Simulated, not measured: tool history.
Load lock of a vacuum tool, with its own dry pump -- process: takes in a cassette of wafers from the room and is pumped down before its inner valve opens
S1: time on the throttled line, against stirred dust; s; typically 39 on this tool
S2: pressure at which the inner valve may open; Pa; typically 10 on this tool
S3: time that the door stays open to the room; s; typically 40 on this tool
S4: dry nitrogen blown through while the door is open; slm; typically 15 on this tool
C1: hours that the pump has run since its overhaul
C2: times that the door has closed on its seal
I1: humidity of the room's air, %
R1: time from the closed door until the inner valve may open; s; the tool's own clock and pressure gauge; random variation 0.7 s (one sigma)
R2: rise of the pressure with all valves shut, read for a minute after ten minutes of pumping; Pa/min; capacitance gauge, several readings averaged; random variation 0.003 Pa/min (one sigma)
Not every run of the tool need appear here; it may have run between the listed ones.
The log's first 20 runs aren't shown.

run	day	S1	S2	S3	S4	C1	C2	I1	R1	R2
21	103.512	20	11	76	35	7193	7998	43.6	105.1	0.042
22	110.617	47	9	40	15	7363	8362	44.9	126.3	0.043
23	115.838	47	9	224	8	7488	8629	44.2	125.3	0.084
24	122.150	32	10	40	22	7640	8952	47.6	114.2	0.050
25	128.108	23	10	192	22	7783	9258	47.7	111.0	0.061
26	132.229	23	10	192	22	7882	9469	43.0	109.9	0.056
27	139.375	39	13	144	15	8053	9835	44.5	117.0	0.064
28	146.988	36	13	144	40	8236	10224	45.6	115.8	0.048
29	152.171	36	13	144	40	8360	10490	44.8	117.3	0.052
30	155.729	39	10	190	15	8446	10672	43.0	121.8	0.076
31	161.062	39	10	190	15	8574	10945	42.5	122.3	0.073
32	165.758	39	10	190	19	8687	11186	43.7	122.5	0.070
33	169.521	33	17	231	6	8777	11378	44.5	112.4	0.105

Branching from run 33: 4 alternative next runs. What would each branch give?
A	174.179	73	17	99	11	8889	11617	45.5	?	?
B	174.179	39	19	44	7	8889	11617	45.4	?	?
C	174.179	39	11	40	16	8889	11617	47.6	?	?
D	174.179	22	8	212	15	8889	11617	44.6	?	?

run	R1	R2
A	139.0	0.072
B	116.5	0.073
C	120.8	0.063
D	115.1	0.074
Stripped of hidden state, with their random variation kept, the same runs would have yielded:
run	R1	R2
A	126.2	0.037
B	101.4	0.038
C	104.8	0.027
D	97.0	0.039
